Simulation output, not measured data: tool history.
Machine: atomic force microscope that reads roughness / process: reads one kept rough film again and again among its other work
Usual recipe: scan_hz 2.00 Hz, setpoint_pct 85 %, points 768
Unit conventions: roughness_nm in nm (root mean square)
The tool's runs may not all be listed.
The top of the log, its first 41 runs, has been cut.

| run | day | scan_hz | setpoint_pct | points | pictures with this tip | hours of work since the height scale was calibrated | roughness_nm |
|---|---|---|---|---|---|---|---|
| 42 | 96.342 | 2.00 | 57 | 291 | 97 | 66 | 4.789 |
| 43 | 98.721 | 2.00 | 57 | 291 | 164 | 95 | 4.659 |
| 44 | 101.471 | 2.00 | 57 | 291 | 243 | 128 | 4.504 |
| 45 | 104.321 | 0.98 | 65 | 280 | 324 | 163 | 4.418 |
|  | 104.492 | new tip fitted |
| 46 | 105.883 | 2.00 | 64 | 768 | 39 | 182 | 4.894 |
| 47 | 108.317 | 2.00 | 64 | 768 | 109 | 212 | 4.788 |
| 48 | 110.933 | 0.64 | 85 | 768 | 183 | 244 | 4.608 |
| 49 | 112.912 | 0.64 | 85 | 768 | 240 | 268 | 4.477 |
| 50 | 114.362 | 0.64 | 85 | 768 | 281 | 286 | 4.430 |
|  | 115.938 | new tip fitted |
| 51 | 115.938 | 1.29 | 83 | 456 | 0 | 305 | 4.789 |
| 52 | 117.254 | 0.63 | 85 | 768 | 38 | 321 | 4.912 |

Alternative continuations, all from the tool just after run 52; predict every row:
| A | 120.071 | 2.00 | 85 | 440 | 118 | 355 | ? |
| B | 120.071 | 0.63 | 85 | 356 | 118 | 355 | ? |
| C | 120.071 | 3.10 | 80 | 978 | 118 | 355 | ? |

| run | roughness_nm |
|---|---|
| A | 4.283 |
| B | 4.675 |
| C | 4.164 |
Take away the tool's hidden state, keep each run's random variation, and the runs would have read:
| run | roughness_nm |
|---|---|
| A | 4.540 |
| B | 4.956 |
| C | 4.414 |
